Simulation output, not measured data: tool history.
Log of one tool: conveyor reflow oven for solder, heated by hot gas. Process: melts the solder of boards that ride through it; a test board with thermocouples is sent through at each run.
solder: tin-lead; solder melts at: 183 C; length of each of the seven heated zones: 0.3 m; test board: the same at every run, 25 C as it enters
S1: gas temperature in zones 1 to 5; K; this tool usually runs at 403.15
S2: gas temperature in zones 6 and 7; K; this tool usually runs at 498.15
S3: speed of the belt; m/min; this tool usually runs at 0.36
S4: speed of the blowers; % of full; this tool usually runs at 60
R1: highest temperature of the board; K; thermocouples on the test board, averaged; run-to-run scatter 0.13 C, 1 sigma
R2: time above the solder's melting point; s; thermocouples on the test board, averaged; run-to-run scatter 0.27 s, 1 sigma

| run | hour | S1 | S2 | S3 | S4 | R1 | R2 |
|---|---|---|---|---|---|---|---|
| 1 | 0 | 403.15 | 498.15 | 0.36 | 60 | 481.45 | 61.6 |
| 2 | 19.7 | 403.15 | 498.15 | 0.36 | 60 | 481.35 | 61.3 |
| 3 | 31.6 | 403.15 | 490.15 | 0.36 | 60 | 474.45 | 51.7 |
| 4 | 43.4 | 403.15 | 490.15 | 0.36 | 60 | 474.25 | 51 |
| 5 | 53.4 | 395.15 | 498.15 | 0.36 | 60 | 479.65 | 56.1 |
| 6 | 69.5 | 395.15 | 498.15 | 0.36 | 60 | 479.65 | 56.1 |

Run 7, settings as shown, results not yet in. Your forecast:
|  | 88.9 | flux residue cleaned out of gas plates and filters |
| 7 | 96 | 395.15 | 498.15 | 0.36 | 60 | ? | ? |

{"run 7": {"R1": 483.05, "R2": 62}}
With the hidden condition absent and the run-to-run variation left alone, this run would have shown R1 482.85 K, R2 61.1 s.
